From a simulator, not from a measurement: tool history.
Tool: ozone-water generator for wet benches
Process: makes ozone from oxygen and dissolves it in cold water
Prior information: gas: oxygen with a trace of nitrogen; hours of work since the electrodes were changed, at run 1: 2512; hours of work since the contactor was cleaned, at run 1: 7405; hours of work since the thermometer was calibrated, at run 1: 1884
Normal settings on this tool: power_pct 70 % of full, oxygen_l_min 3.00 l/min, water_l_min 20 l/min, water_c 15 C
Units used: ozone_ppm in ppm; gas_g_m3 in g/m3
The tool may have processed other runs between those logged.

| run | hour | power_pct | oxygen_l_min | water_l_min | water_c | hours of work since the electrodes were changed | hours of work since the contactor was cleaned | hours of work since the thermometer was calibrated | ozone_ppm | gas_g_m3 |
|---|---|---|---|---|---|---|---|---|---|---|
| 1 | 0.0 | 70 | 3.00 | 20 | 15 | 2512 | 7405 | 1884 | 16.3 | 226.9 |
| 2 | 139.2 | 70 | 3.00 | 20 | 15 | 2605 | 7499 | 1978 | 16.6 | 227.2 |
| 3 | 305.7 | 70 | 3.00 | 20 | 15 | 2718 | 7611 | 2090 | 16.2 | 226.1 |
| 4 | 479.2 | 70 | 3.00 | 20 | 15 | 2834 | 7728 | 2207 | 16.5 | 226.7 |
| 5 | 691.3 | 70 | 5.23 | 20 | 15 | 2977 | 7871 | 2350 | 16.7 | 161.4 |
| 6 | 898.2 | 70 | 3.00 | 20 | 15 | 3117 | 8010 | 2489 | 16.5 | 225.8 |
| 7 | 1103.0 | 70 | 3.00 | 20 | 15 | 3255 | 8148 | 2627 | 16.6 | 226.5 |
| 8 | 1316.0 | 70 | 3.00 | 20 | 15 | 3398 | 8292 | 2771 | 16.3 | 225.3 |
| 9 | 1480.3 | 70 | 4.48 | 20 | 15 | 3509 | 8403 | 2882 | 16.7 | 177.2 |
| 10 | 1641.5 | 70 | 4.48 | 20 | 15 | 3617 | 8511 | 2990 | 17.0 | 176.2 |
|  | 1744.5 | contactor cleaned |
| 11 | 1801.5 | 70 | 3.00 | 20 | 15 | 3722 | 38 | 3095 | 16.5 | 225.5 |
| 12 | 1894.6 | 70 | 3.00 | 20 | 15 | 3785 | 101 | 3158 | 16.5 | 222.8 |
| 13 | 2046.1 | 70 | 3.40 | 20 | 15 | 3887 | 203 | 3260 | 16.3 | 207.7 |
| 14 | 2187.4 | 70 | 3.40 | 20 | 15 | 3982 | 298 | 3355 | 16.7 | 208.2 |
| 15 | 2311.9 | 70 | 3.40 | 20 | 15 | 4066 | 382 | 3439 | 16.2 | 208.3 |
| 16 | 2446.4 | 45 | 3.00 | 20 | 15 | 4157 | 473 | 3530 | 11.5 | 154.7 |
| 17 | 2553.1 | 45 | 3.61 | 20 | 11 | 4229 | 545 | 3602 | 11.9 | 138.2 |
| 18 | 2741.1 | 45 | 3.61 | 20 | 11 | 4355 | 671 | 3728 | 12.0 | 138.2 |
| 19 | 2871.4 | 45 | 3.61 | 20 | 11 | 4443 | 759 | 3816 | 11.8 | 137.2 |
| 20 | 3073.0 | 45 | 3.61 | 20 | 11 | 4579 | 895 | 3952 | 12.2 | 137.5 |
| 21 | 3216.3 | 59 | 3.00 | 20 | 10 | 4676 | 991 | 4048 | 15.0 | 194.9 |
| 22 | 3335.8 | 59 | 3.00 | 20 | 10 | 4756 | 1072 | 4129 | 15.0 | 192.0 |
| 23 | 3552.2 | 63 | 3.00 | 20 | 19 | 4902 | 1218 | 4275 | 14.3 | 201.5 |
|  | 3591.0 | gauge calibrated |
| 24 | 3657.0 | 91 | 3.00 | 14 | 11 | 4972 | 1288 | 4345 | 29.9 | 281.6 |
| 25 | 3806.3 | 97 | 3.00 | 25 | 11 | 5073 | 1389 | 4446 | 17.8 | 295.6 |
|  | 3939.7 | water thermometer calibrated |
| 26 | 3939.7 | 70 | 1.83 | 18 | 15 | 5162 | 1478 | 0 | 17.5 | 306.5 |
| 27 | 4078.6 | 70 | 3.00 | 18 | 18 | 5256 | 1572 | 94 | 17.6 | 225.3 |
| 28 | 4180.4 | 70 | 3.47 | 15 | 7 | 5325 | 1641 | 162 | 23.8 | 208.2 |
| 29 | 4332.4 | 52 | 3.00 | 20 | 15 | 5427 | 1743 | 265 | 12.9 | 177.8 |
| 30 | 4422.4 | 52 | 3.00 | 20 | 15 | 5488 | 1804 | 325 | 13.1 | 175.2 |
| 31 | 4602.6 | 85 | 3.23 | 13 | 15 | 5609 | 1925 | 447 | 28.2 | 253.9 |
| 32 | 4804.3 | 85 | 3.23 | 13 | 15 | 5745 | 2061 | 582 | 28.2 | 252.8 |

Below, each run's measurement less what the same run would have read without the hidden state. Both values contain the same run-to-run variation, but the gauge's scatter may not be the same in both:
What the log doesn't record here: yield of the discharge, % of new electrodes'; contactor's efficiency, % of a clean one's; true water temperature over the reading, C; drift of the gauge itself on ozone_ppm, %; drift of the gauge itself on gas_g_m3, %.
| run | gas_g_m3 |
|---|---|
| 1 | -0.1 |
| 2 | -0.4 |
| 3 | -0.6 |
| 4 | -1.0 |
| 5 | -1.0 |
| 6 | -1.7 |
| 7 | -2.0 |
| 8 | -2.5 |
| 9 | -2.1 |
| 10 | -2.4 |
| 11 | -3.4 |
| 12 | -3.5 |
| 13 | -3.5 |
| 14 | -3.8 |
| 15 | -3.9 |
| 16 | -3.0 |
| 17 | -2.8 |
| 18 | -3.1 |
| 19 | -3.3 |
| 20 | -3.5 |
| 21 | -5.1 |
| 22 | -5.3 |
| 23 | -5.9 |
| 24 | -0.5 |
| 25 | -0.8 |
| 26 | -1.1 |
| 27 | -1.1 |
| 28 | -1.2 |
| 29 | -1.2 |
| 30 | -1.3 |
| 31 | -2.3 |
| 32 | -2.7 |
ozone_ppm: within 0.1 ppm of the measured result in every run.
